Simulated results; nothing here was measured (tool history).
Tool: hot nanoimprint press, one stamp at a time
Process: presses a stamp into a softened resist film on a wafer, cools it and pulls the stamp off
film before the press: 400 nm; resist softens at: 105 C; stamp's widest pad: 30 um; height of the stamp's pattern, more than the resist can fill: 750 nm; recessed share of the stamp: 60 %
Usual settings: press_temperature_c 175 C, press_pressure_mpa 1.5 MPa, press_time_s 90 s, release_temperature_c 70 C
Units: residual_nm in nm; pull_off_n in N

{"run": 1, "hour": 0.0, "press_temperature_c": 175, "press_pressure_mpa": 1.5, "press_time_s": 90, "release_temperature_c": 70, "residual_nm": 185.3, "pull_off_n": 131}
{"run": 2, "hour": 30.8, "press_temperature_c": 175, "press_pressure_mpa": 1.5, "press_time_s": 90, "release_temperature_c": 70, "residual_nm": 185.1, "pull_off_n": 137}
{"run": 3, "hour": 52.4, "press_temperature_c": 165, "press_pressure_mpa": 1.5, "press_time_s": 90, "release_temperature_c": 70, "residual_nm": 252.3, "pull_off_n": 138}
{"run": 4, "hour": 79.7, "press_temperature_c": 175, "press_pressure_mpa": 1.5, "press_time_s": 90, "release_temperature_c": 70, "residual_nm": 183.1, "pull_off_n": 138}
{"run": 5, "hour": 111.5, "press_temperature_c": 175, "press_pressure_mpa": 1.5, "press_time_s": 90, "release_temperature_c": 70, "residual_nm": 184.9, "pull_off_n": 141}
{"run": 6, "hour": 144.4, "press_temperature_c": 175, "press_pressure_mpa": 1.79, "press_time_s": 90, "release_temperature_c": 70, "residual_nm": 170.2, "pull_off_n": 142}
{"run": 7, "hour": 166.8, "press_temperature_c": 175, "press_pressure_mpa": 1.5, "press_time_s": 90, "release_temperature_c": 76, "residual_nm": 185.4, "pull_off_n": 128}
{"run": 8, "hour": 186.2, "press_temperature_c": 175, "press_pressure_mpa": 1.5, "press_time_s": 90, "release_temperature_c": 70, "residual_nm": 186.4, "pull_off_n": 149}
{"run": 9, "hour": 210.7, "press_temperature_c": 175, "press_pressure_mpa": 1.5, "press_time_s": 90, "release_temperature_c": 70, "residual_nm": 184.7, "pull_off_n": 153}
{"run": 10, "hour": 231.8, "press_temperature_c": 175, "press_pressure_mpa": 1.5, "press_time_s": 90, "release_temperature_c": 70, "residual_nm": 185.1, "pull_off_n": 157}
{"hour": 243.6, "done": "stamp cleaned and given a new release coat"}
{"run": 11, "hour": 258.1, "press_temperature_c": 175, "press_pressure_mpa": 1.5, "press_time_s": 90, "release_temperature_c": 70, "residual_nm": 183.9, "pull_off_n": 119}
{"hour": 290.9, "done": "plate thermocouple calibrated"}
{"run": 12, "hour": 299.2, "press_temperature_c": 175, "press_pressure_mpa": 1.5, "press_time_s": 90, "release_temperature_c": 70, "residual_nm": 180.2, "pull_off_n": 115}
{"run": 13, "hour": 329.8, "press_temperature_c": 175, "press_pressure_mpa": 1.5, "press_time_s": 90, "release_temperature_c": 70, "residual_nm": 183.9, "pull_off_n": 124}
{"run": 14, "hour": 358.3, "press_temperature_c": 175, "press_pressure_mpa": 1.5, "press_time_s": 90, "release_temperature_c": 70, "residual_nm": 183.3, "pull_off_n": 129}
{"run": 15, "hour": 400.8, "press_temperature_c": 175, "press_pressure_mpa": 1.5, "press_time_s": 90, "release_temperature_c": 70, "residual_nm": 180.7, "pull_off_n": 131}
{"run": 16, "hour": 444.4, "press_temperature_c": 173, "press_pressure_mpa": 1.34, "press_time_s": 75, "release_temperature_c": 70, "residual_nm": 213.7, "pull_off_n": 140}
{"run": 17, "hour": 470.4, "press_temperature_c": 185, "press_pressure_mpa": 1.15, "press_time_s": 89, "release_temperature_c": 66, "residual_nm": 155.3, "pull_off_n": 158}
{"run": 18, "hour": 501.6, "press_temperature_c": 185, "press_pressure_mpa": 1.15, "press_time_s": 89, "release_temperature_c": 66, "residual_nm": 152.7, "pull_off_n": 162}
{"run": 19, "hour": 522.7, "press_temperature_c": 185, "press_pressure_mpa": 1.15, "press_time_s": 89, "release_temperature_c": 66, "residual_nm": 156, "pull_off_n": 165}
{"run": 20, "hour": 555.3, "press_temperature_c": 185, "press_pressure_mpa": 1.15, "press_time_s": 65, "release_temperature_c": 74, "residual_nm": 172.6, "pull_off_n": 137}
{"hour": 591.2, "done": "stamp cleaned and given a new release coat"}
{"run": 21, "hour": 599.5, "press_temperature_c": 171, "press_pressure_mpa": 1.5, "press_time_s": 174, "release_temperature_c": 70, "residual_nm": 166.3, "pull_off_n": 118}
{"run": 22, "hour": 634.7, "press_temperature_c": 171, "press_pressure_mpa": 1.5, "press_time_s": 174, "release_temperature_c": 70, "residual_nm": 164.8, "pull_off_n": 120}
{"run": 23, "hour": 653.4, "press_temperature_c": 171, "press_pressure_mpa": 1.5, "press_time_s": 174, "release_temperature_c": 70, "residual_nm": 166.9, "pull_off_n": 133}
{"run": 24, "hour": 673.2, "press_temperature_c": 171, "press_pressure_mpa": 1.5, "press_time_s": 174, "release_temperature_c": 70, "residual_nm": 165.2, "pull_off_n": 127}
{"run": 25, "hour": 713.7, "press_temperature_c": 168, "press_pressure_mpa": 1.5, "press_time_s": 54, "release_temperature_c": 70, "residual_nm": 267.6, "pull_off_n": 131}
{"run": 26, "hour": 750.3, "press_temperature_c": 168, "press_pressure_mpa": 1.5, "press_time_s": 54, "release_temperature_c": 70, "residual_nm": 267.1, "pull_off_n": 138}
{"run": 27, "hour": 784.8, "press_temperature_c": 177, "press_pressure_mpa": 1.5, "press_time_s": 54, "release_temperature_c": 74, "residual_nm": 207.4, "pull_off_n": 126}
{"run": 28, "hour": 807.8, "press_temperature_c": 175, "press_pressure_mpa": 1.5, "press_time_s": 166, "release_temperature_c": 67, "residual_nm": 146.1, "pull_off_n": 154}
{"run": 29, "hour": 826.9, "press_temperature_c": 172, "press_pressure_mpa": 1.5, "press_time_s": 90, "release_temperature_c": 59, "residual_nm": 204.8, "pull_off_n": 190}

Forecast each of these 5 alternatives for the next run:
{"run": "A", "hour": 854.1, "press_temperature_c": 172, "press_pressure_mpa": 1.46, "press_time_s": 46, "release_temperature_c": 59, "residual_nm": "?", "pull_off_n": "?"}
{"run": "B", "hour": 854.1, "press_temperature_c": 183, "press_pressure_mpa": 1.5, "press_time_s": 90, "release_temperature_c": 70, "residual_nm": "?", "pull_off_n": "?"}
{"run": "C", "hour": 854.1, "press_temperature_c": 172, "press_pressure_mpa": 1.5, "press_time_s": 90, "release_temperature_c": 59, "residual_nm": "?", "pull_off_n": "?"}
{"run": "D", "hour": 854.1, "press_temperature_c": 175, "press_pressure_mpa": 1.5, "press_time_s": 90, "release_temperature_c": 67, "residual_nm": "?", "pull_off_n": "?"}
{"run": "E", "hour": 854.1, "press_temperature_c": 175, "press_pressure_mpa": 1.5, "press_time_s": 90, "release_temperature_c": 70, "residual_nm": "?", "pull_off_n": "?"}

run=A residual_nm=253.3 pull_off_n=193
run=B residual_nm=144.5 pull_off_n=151
run=C residual_nm=203.8 pull_off_n=189
run=D residual_nm=184.8 pull_off_n=161
run=E residual_nm=185.6 pull_off_n=151
Without the tool's hidden state the same runs would have given:
run=A residual_nm=246 pull_off_n=156
run=B residual_nm=139 pull_off_n=122
run=C residual_nm=196.6 pull_off_n=153
run=D residual_nm=178.1 pull_off_n=130
run=E residual_nm=178.8 pull_off_n=121
